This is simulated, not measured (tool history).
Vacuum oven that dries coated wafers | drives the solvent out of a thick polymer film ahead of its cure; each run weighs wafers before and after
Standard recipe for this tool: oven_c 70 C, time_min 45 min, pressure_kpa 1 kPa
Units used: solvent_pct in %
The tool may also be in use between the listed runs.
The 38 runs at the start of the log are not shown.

run	hour	oven_c	time_min	pressure_kpa	hours of work since the thermocouples were calibrated	hours of work since the vacuum gauge was cleaned of residue	solvent_pct
39	428.7	64	46	1.96	424	464	4.63
40	442	64	46	1.96	431	471	4.59
41	450.4	64	46	1.96	436	476	4.49
42	458.9	64	54	2.1	441	480	4.25
43	467.3	59	50	0.92	445	485	4.94
44	478.3	59	50	0.92	451	491	4.99
45	489.5	59	50	0.92	457	497	4.86
46	500.6	59	50	0.92	463	503	4.94
47	508.7	59	50	0.92	468	508	4.82
48	519.2	74	70	2.69	474	513	1.91

Below are 3 alternative next runs, each starting from the tool's condition after run 48. Predict each:
A	528.6	70	45	0.54	479	518	?
B	528.6	59	24	3.36	479	518	?
C	528.6	80	70	2.61	479	518	?

run	solvent_pct
A	2.08
B	8.98
C	1.36
What these runs would have given with no unlogged condition in the tool:
run	solvent_pct
A	2.28
B	9.22
C	1.41
